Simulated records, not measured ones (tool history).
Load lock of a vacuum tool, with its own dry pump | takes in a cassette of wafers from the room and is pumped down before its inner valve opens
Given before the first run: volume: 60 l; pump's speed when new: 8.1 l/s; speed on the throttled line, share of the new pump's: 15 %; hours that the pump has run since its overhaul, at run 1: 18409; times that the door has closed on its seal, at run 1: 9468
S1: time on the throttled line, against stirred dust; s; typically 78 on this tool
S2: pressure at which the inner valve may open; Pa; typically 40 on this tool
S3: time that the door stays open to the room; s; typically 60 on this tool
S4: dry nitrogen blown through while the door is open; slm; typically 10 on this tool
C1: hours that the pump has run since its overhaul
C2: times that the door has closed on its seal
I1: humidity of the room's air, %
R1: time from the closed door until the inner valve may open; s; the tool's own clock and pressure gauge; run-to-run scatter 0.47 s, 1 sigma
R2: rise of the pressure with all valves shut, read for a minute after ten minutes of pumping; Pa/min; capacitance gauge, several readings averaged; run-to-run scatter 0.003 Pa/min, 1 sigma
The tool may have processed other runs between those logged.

Run 1, hour 0: usual settings; C1 18409; C2 9468; I1 45.5. Result: R1 134.6 s, R2 0.062 Pa/min.
Run 2, hour 296.6: usual settings; C1 18705; C2 10824; I1 46.7. Result: R1 134.3 s, R2 0.076 Pa/min.
Run 3, hour 585: usual settings but S3 115 s; C1 18994; C2 12144; I1 49.5. Result: R1 133.1 s, R2 0.098 Pa/min.
Run 4, hour 894.6: usual settings but S3 52 s; C1 19303; C2 13559; I1 44.4. Result: R1 134.8 s, R2 0.081 Pa/min.
Run 5, hour 1143.5: usual settings but S3 47 s; C1 19552; C2 14698; I1 48.6. Result: R1 134.5 s, R2 0.084 Pa/min.
Run 6, hour 1543.2: usual settings but S3 47 s; C1 19952; C2 16526; I1 42.9. Result: R1 135.4 s, R2 0.085 Pa/min.
Run 7, hour 1821.8: usual settings but S2 29 Pa; C1 20231; C2 17800; I1 47. Result: R1 137.6 s, R2 0.102 Pa/min.
Run 8, hour 2057: usual settings but S2 29 Pa; C1 20466; C2 18876; I1 44. Result: R1 138.1 s, R2 0.108 Pa/min.
Run 9, hour 2248.5: usual settings but S2 29 Pa; C1 20657; C2 19752; I1 44.7. Result: R1 139.2 s, R2 0.107 Pa/min.
At hour 2539.8: dry pump taken out, an overhauled one fitted.
Run 10, hour 2719.5: usual settings but S2 29 Pa; C1 180; C2 21879; I1 44.5. Result: R1 127.3 s, R2 0.121 Pa/min.
Run 11, hour 3102.6: usual settings but S2 29 Pa; C1 563; C2 23632; I1 45.2. Result: R1 127.5 s, R2 0.133 Pa/min.
Run 12, hour 3372.2: usual settings but S2 29 Pa; C1 832; C2 24865; I1 41.9. Result: R1 128.5 s, R2 0.126 Pa/min.
Run 13, hour 3815.6: usual settings but S1 148 s; C1 1276; C2 26893; I1 41.7. Result: R1 184.2 s, R2 0.146 Pa/min.
Run 14, hour 4030.6: usual settings but S1 148 s; C1 1491; C2 27876; I1 46.5. Result: R1 185 s, R2 0.163 Pa/min.
Run 15, hour 4409.5: usual settings but S3 72 s; C1 1870; C2 29609; I1 46.6. Result: R1 126.2 s, R2 0.166 Pa/min.
Run 16, hour 4668.6: usual settings but S3 72 s; C1 2129; C2 30795; I1 40.8. Result: R1 125.1 s, R2 0.169 Pa/min.
Run 17, hour 4878.2: usual settings but S3 72 s; C1 2338; C2 31754; I1 45.1. Result: R1 125.6 s, R2 0.187 Pa/min.
Run 18, hour 5217.8: usual settings but S2 33 Pa, S4 20 slm; C1 2678; C2 33307; I1 46. Result: R1 126.7 s, R2 0.195 Pa/min.
Run 19, hour 5665.1: usual settings but S1 56 s, S2 42 Pa, S3 222 s, S4 34 slm; C1 3125; C2 35353; I1 45.4. Result: R1 107.1 s, R2 0.221 Pa/min.
Run 20, hour 5902: usual settings but S1 124 s, S2 75 Pa, S3 33 s, S4 17 slm; C1 3362; C2 36436; I1 44.5. Result: R1 159.5 s, R2 0.203 Pa/min.
Run 21, hour 6306: usual settings but S3 110 s, S4 9 slm; C1 3766; C2 38284; I1 43.7. Result: R1 126 s, R2 0.246 Pa/min.
Run 22, hour 6706.8: usual settings but S1 110 s, S2 41 Pa, S3 206 s, S4 5 slm; C1 4167; C2 40118; I1 42.8. Result: R1 152.6 s, R2 0.296 Pa/min.
Run 23, hour 7053.4: usual settings but S1 110 s, S2 41 Pa, S3 39 s, S4 6 slm; C1 4514; C2 41703; I1 42.3. Result: R1 152.7 s, R2 0.256 Pa/min.
Run 24, hour 7299.5: usual settings but S3 78 s, S4 29 slm; C1 4760; C2 42828; I1 46.6. Result: R1 127.1 s, R2 0.256 Pa/min.
Run 25, hour 7586.6: usual settings but S2 34 Pa, S3 47 s, S4 16 slm; C1 5047; C2 44142; I1 44.8. Result: R1 127.6 s, R2 0.272 Pa/min.
Run 26, hour 7918.4: usual settings but S2 34 Pa, S3 47 s, S4 16 slm; C1 5379; C2 45659; I1 46.1. Result: R1 128.4 s, R2 0.291 Pa/min.
Run 27, hour 8135.7: usual settings but S2 34 Pa, S3 47 s, S4 16 slm; C1 5596; C2 46654; I1 48.3. Result: R1 128.6 s, R2 0.3 Pa/min.
Run 28, hour 8585.7: usual settings but S2 63 Pa; C1 6046; C2 48712; I1 45.9. Result: R1 123 s, R2 0.323 Pa/min.
Run 29, hour 9046.2: usual settings but S2 32 Pa, S3 61 s; C1 6506; C2 50818; I1 47.6. Result: R1 129.3 s, R2 0.351 Pa/min.
Run 30, hour 9481.6: usual settings but S1 101 s, S2 54 Pa, S3 230 s, S4 22 slm; C1 6942; C2 52810; I1 43.6. Result: R1 145.5 s, R2 0.401 Pa/min.
Run 31, hour 9903.2: usual settings but S3 32 s; C1 7363; C2 54738; I1 41.2. Result: R1 128.3 s, R2 0.379 Pa/min.
At hour 10224.1: door's seal changed, seat wiped.
Run 32, hour 10286.9: usual settings but S1 40 s, S2 33 Pa; C1 7746; C2 287; I1 47.3. Result: R1 98.4 s, R2 0.044 Pa/min.
Run 33, hour 10634.2: usual settings but S1 40 s, S2 33 Pa; C1 8093; C2 1876; I1 43.5. Result: R1 98.5 s, R2 0.042 Pa/min.
Run 34, hour 10950.6: usual settings but S1 40 s, S2 33 Pa; C1 8409; C2 3323; I1 45. Result: R1 98.5 s, R2 0.052 Pa/min.

Predict each of these 4 candidate next runs independently; none follows another, all start after run 34:
Run A, hour 11394.7: usual settings but S1 40 s, S2 74 Pa, S4 6 slm; C1 8853; C2 5355; I1 45.8. Result: R1 ?, R2 ?.
Run B, hour 11394.7: usual settings but S1 40 s, S2 33 Pa, S4 18 slm; C1 8853; C2 5355; I1 43.7. Result: R1 ?, R2 ?.
Run C, hour 11394.7: usual settings but S1 107 s, S3 171 s; C1 8853; C2 5355; I1 47.4. Result: R1 ?, R2 ?.
Run D, hour 11394.7: usual settings but S1 41 s, S2 77 Pa, S3 223 s; C1 8853; C2 5355; I1 44.2. Result: R1 ?, R2 ?.

run     R1     R2
  A   92.1  0.052
  B   99.1  0.046
  C  153.1  0.092
  D     93  0.103
The same runs, with their run-to-run variation unchanged, on a tool lacking any hidden condition would have given:
run     R1     R2
  A   87.4  0.039
  B     94  0.032
  C  149.1  0.079
  D   88.4   0.09
